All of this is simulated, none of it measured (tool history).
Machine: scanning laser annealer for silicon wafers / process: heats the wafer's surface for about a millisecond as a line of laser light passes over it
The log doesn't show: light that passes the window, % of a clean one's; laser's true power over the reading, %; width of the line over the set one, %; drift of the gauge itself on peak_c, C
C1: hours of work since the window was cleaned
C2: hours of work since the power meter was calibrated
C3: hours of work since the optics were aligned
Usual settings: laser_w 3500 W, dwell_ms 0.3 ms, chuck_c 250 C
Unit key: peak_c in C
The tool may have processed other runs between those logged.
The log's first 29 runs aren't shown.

{"run": 30, "hour": 1091.7, "laser_w": 3500, "dwell_ms": 0.3, "chuck_c": 239, "C1": 623, "C2": 213, "C3": 94, "peak_c": 918}
{"run": 31, "hour": 1132.5, "laser_w": 3500, "dwell_ms": 0.341, "chuck_c": 261, "C1": 649, "C2": 239, "C3": 120, "peak_c": 991}
{"run": 32, "hour": 1161.9, "laser_w": 3500, "dwell_ms": 0.341, "chuck_c": 261, "C1": 668, "C2": 257, "C3": 138, "peak_c": 987}
{"run": 33, "hour": 1205.3, "laser_w": 3778, "dwell_ms": 0.3, "chuck_c": 233, "C1": 695, "C2": 285, "C3": 166, "peak_c": 971}
{"run": 34, "hour": 1247.7, "laser_w": 3161, "dwell_ms": 0.3, "chuck_c": 266, "C1": 722, "C2": 311, "C3": 193, "peak_c": 866}
{"run": 35, "hour": 1281.7, "laser_w": 3500, "dwell_ms": 0.235, "chuck_c": 212, "C1": 743, "C2": 333, "C3": 214, "peak_c": 805}
{"run": 36, "hour": 1327.7, "laser_w": 3576, "dwell_ms": 0.235, "chuck_c": 270, "C1": 772, "C2": 362, "C3": 243, "peak_c": 876}
{"run": 37, "hour": 1377.4, "laser_w": 3146, "dwell_ms": 0.3, "chuck_c": 260, "C1": 804, "C2": 393, "C3": 275, "peak_c": 856}
{"run": 38, "hour": 1399.7, "laser_w": 3529, "dwell_ms": 0.257, "chuck_c": 265, "C1": 818, "C2": 407, "C3": 289, "peak_c": 885}
{"hour": 1439.1, "done": "window over the wafer cleaned"}
{"run": 39, "hour": 1446.7, "laser_w": 3502, "dwell_ms": 0.271, "chuck_c": 214, "C1": 5, "C2": 436, "C3": 317, "peak_c": 896}
{"run": 40, "hour": 1482.2, "laser_w": 3417, "dwell_ms": 0.263, "chuck_c": 250, "C1": 27, "C2": 458, "C3": 339, "peak_c": 898}

Forecast each of these 4 alternatives for the next run:
{"run": "A", "hour": 1530.7, "laser_w": 3829, "dwell_ms": 0.278, "chuck_c": 250, "C1": 58, "C2": 489, "C3": 370, "peak_c": "?"}
{"run": "B", "hour": 1530.7, "laser_w": 3080, "dwell_ms": 0.328, "chuck_c": 250, "C1": 58, "C2": 489, "C3": 370, "peak_c": "?"}
{"run": "C", "hour": 1530.7, "laser_w": 3450, "dwell_ms": 0.264, "chuck_c": 257, "C1": 58, "C2": 489, "C3": 370, "peak_c": "?"}
{"run": "D", "hour": 1530.7, "laser_w": 3500, "dwell_ms": 0.3, "chuck_c": 227, "C1": 58, "C2": 489, "C3": 370, "peak_c": "?"}

run=A peak_c=1010
run=B peak_c=898
run=C peak_c=914
run=D peak_c=938
With the hidden condition removed and each run's random variation left untouched, the same runs would have given:
run=A peak_c=1020
run=B peak_c=906
run=C peak_c=922
run=D peak_c=947

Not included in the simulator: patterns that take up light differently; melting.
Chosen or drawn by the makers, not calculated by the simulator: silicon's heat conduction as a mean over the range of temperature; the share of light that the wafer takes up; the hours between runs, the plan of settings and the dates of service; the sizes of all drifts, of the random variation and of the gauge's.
